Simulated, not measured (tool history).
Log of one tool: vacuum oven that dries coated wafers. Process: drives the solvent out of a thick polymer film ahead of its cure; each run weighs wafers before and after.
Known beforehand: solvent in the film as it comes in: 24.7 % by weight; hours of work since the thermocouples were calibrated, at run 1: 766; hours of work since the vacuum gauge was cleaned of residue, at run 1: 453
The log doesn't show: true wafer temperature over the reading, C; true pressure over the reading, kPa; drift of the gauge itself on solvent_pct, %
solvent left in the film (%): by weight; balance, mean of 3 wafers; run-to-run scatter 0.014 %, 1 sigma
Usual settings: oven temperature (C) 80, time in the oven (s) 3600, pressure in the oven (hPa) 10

run	hour	oven temperature (C)	time in the oven (s)	pressure in the oven (hPa)	hours of work since the thermocouples were calibrated	hours of work since the vacuum gauge was cleaned of residue	solvent left in the film (%)
1	0	80	3600	10	766	453	1.36
2	13.7	80	3600	10	774	462	1.34
3	22.5	80	3600	10	779	467	1.36
4	34.5	80	3600	10	786	474	1.34
5	48.8	85	3600	10	795	482	0.67
6	69.2	90	3600	10	807	494	0.36
7	88.5	80	2100	10	818	506	3.69
8	105.6	80	2100	10	828	516	3.7
9	116.7	68	3600	10	835	522	5.29
10	127.3	80	3600	10	841	529	1.35
11	138.2	71	4320	10	847	535	2.99
12	147	71	6180	18.9	853	540	2.05
13	161.5	71	6180	18.9	861	549	2.04
14	170.7	69	2100	10	867	554	8.62
15	181.8	80	2400	10	873	561	2.93

Forecast run 16:
16	193.7	80	2400	10	880	568	?

Run 16 yielded solvent left in the film (%) 2.94.
Minus the tool's unlogged condition, the same run would have read solvent left in the film (%) 3.09.

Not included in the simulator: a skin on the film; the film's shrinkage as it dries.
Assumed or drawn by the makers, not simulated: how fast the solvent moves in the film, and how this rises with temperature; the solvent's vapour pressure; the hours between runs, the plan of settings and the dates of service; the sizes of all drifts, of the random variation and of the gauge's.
